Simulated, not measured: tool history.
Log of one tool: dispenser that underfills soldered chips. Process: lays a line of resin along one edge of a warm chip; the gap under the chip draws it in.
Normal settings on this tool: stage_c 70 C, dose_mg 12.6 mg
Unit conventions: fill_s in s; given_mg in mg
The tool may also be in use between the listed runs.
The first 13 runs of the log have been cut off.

-- hour=43.7 new syringe of resin
run 14 hour=48.3 | stage_c=70 dose_mg=12.6 | fill_s=218.2 given_mg=12.59
-- hour=51.7 new syringe of resin
run 15 hour=51.7 | stage_c=70 dose_mg=12.6 | fill_s=194.5 given_mg=12.54
run 16 hour=55.3 | stage_c=70 dose_mg=11.4 | fill_s=215.0 given_mg=11.34
run 17 hour=58.9 | stage_c=70 dose_mg=11.4 | fill_s=240.7 given_mg=11.25
-- hour=59.7 new syringe of resin
run 18 hour=62.4 | stage_c=70 dose_mg=12.1 | fill_s=209.0 given_mg=11.90
run 19 hour=64.4 | stage_c=58 dose_mg=15.1 | fill_s=339.5 given_mg=14.95
-- hour=67.7 new syringe of resin
run 20 hour=68.7 | stage_c=80 dose_mg=13.3 | fill_s=135.7 given_mg=13.22
run 21 hour=72.0 | stage_c=72 dose_mg=10.8 | fill_s=210.1 given_mg=10.69
run 22 hour=74.5 | stage_c=72 dose_mg=10.8 | fill_s=224.9 given_mg=10.65
-- hour=76.0 new syringe of resin
run 23 hour=77.7 | stage_c=84 dose_mg=11.4 | fill_s=123.4 given_mg=11.28
run 24 hour=80.5 | stage_c=62 dose_mg=15.4 | fill_s=275.3 given_mg=15.17
-- hour=84.1 new syringe of resin
run 25 hour=84.4 | stage_c=62 dose_mg=15.4 | fill_s=249.0 given_mg=15.13
run 26 hour=87.8 | stage_c=77 dose_mg=11.5 | fill_s=169.7 given_mg=11.24
-- hour=92.0 new syringe of resin
run 27 hour=93.1 | stage_c=68 dose_mg=11.7 | fill_s=212.7 given_mg=11.55
run 28 hour=96.3 | stage_c=70 dose_mg=11.7 | fill_s=217.9 given_mg=11.51
-- hour=99.9 new syringe of resin
run 29 hour=100.0 | stage_c=81 dose_mg=13.8 | fill_s=128.1 given_mg=13.44
run 30 hour=102.1 | stage_c=81 dose_mg=13.8 | fill_s=135.0 given_mg=13.44
run 31 hour=104.9 | stage_c=83 dose_mg=12.2 | fill_s=140.5 given_mg=11.81
-- hour=107.9 new syringe of resin
run 32 hour=108.8 | stage_c=55 dose_mg=14.2 | fill_s=321.2 given_mg=13.80
run 33 hour=113.4 | stage_c=55 dose_mg=14.2 | fill_s=367.6 given_mg=13.75
-- hour=116.0 new syringe of resin
run 34 hour=116.9 | stage_c=70 dose_mg=13.2 | fill_s=191.7 given_mg=12.77
run 35 hour=119.4 | stage_c=70 dose_mg=12.8 | fill_s=206.6 given_mg=12.37
-- hour=124.2 new syringe of resin
run 36 hour=124.6 | stage_c=79 dose_mg=16.0 | fill_s=135.8 given_mg=15.51

Consider 3 possible next runs. They are alternatives, not a sequence: every one starts from the tool as it was left by run 36. What does each give?
run A hour=126.9 | stage_c=62 dose_mg=15.4 | fill_s=? given_mg=?
run B hour=126.9 | stage_c=74 dose_mg=12.5 | fill_s=? given_mg=?
run C hour=126.9 | stage_c=84 dose_mg=14.2 | fill_s=? given_mg=?

run=A fill_s=258.4 given_mg=14.77
run=B fill_s=171.1 given_mg=12.04
run=C fill_s=121.7 given_mg=13.69
With no hidden state in the tool, these same runs would have given:
run=A fill_s=255.2 given_mg=15.28
run=B fill_s=167.7 given_mg=12.46
run=C fill_s=119.4 given_mg=14.17
